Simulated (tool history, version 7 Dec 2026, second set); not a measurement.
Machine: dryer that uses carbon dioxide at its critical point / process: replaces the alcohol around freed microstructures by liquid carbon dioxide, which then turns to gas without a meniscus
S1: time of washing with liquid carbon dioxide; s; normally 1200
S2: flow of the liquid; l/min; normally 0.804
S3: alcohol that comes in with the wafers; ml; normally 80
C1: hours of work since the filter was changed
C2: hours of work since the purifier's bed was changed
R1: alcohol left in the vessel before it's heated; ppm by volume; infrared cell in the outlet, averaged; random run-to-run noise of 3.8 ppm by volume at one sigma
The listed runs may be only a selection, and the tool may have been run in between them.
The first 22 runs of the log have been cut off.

| run | hour | S1 | S2 | S3 | C1 | C2 | R1 |
|---|---|---|---|---|---|---|---|
| 23 | 180.4 | 1260 | 0.804 | 80 | 84 | 316 | 56 |
| 24 | 191.8 | 1020 | 0.804 | 80 | 92 | 324 | 115 |
| 25 | 200.5 | 1020 | 0.804 | 80 | 99 | 331 | 124 |
| 26 | 209.5 | 1020 | 0.804 | 80 | 105 | 338 | 121 |
| 27 | 215.9 | 1200 | 0.569 | 53 | 110 | 342 | 189 |
| 28 | 223.3 | 1680 | 0.804 | 80 | 115 | 348 | 43 |
| 29 | 229.9 | 1680 | 0.804 | 80 | 120 | 353 | 48 |
| 30 | 240 | 1680 | 0.804 | 80 | 128 | 360 | 44 |
| 31 | 246.2 | 1200 | 0.562 | 80 | 132 | 365 | 280 |
| 32 | 254.1 | 1200 | 0.562 | 80 | 138 | 370 | 287 |

Run 33 has not been measured yet. What should we expect?
| 33 | 264 | 1200 | 0.562 | 80 | 145 | 378 | ? |

{"run 33": {"R1": 293}}
Minus the tool's unlogged condition, the same run would have read R1 202 ppm by volume.
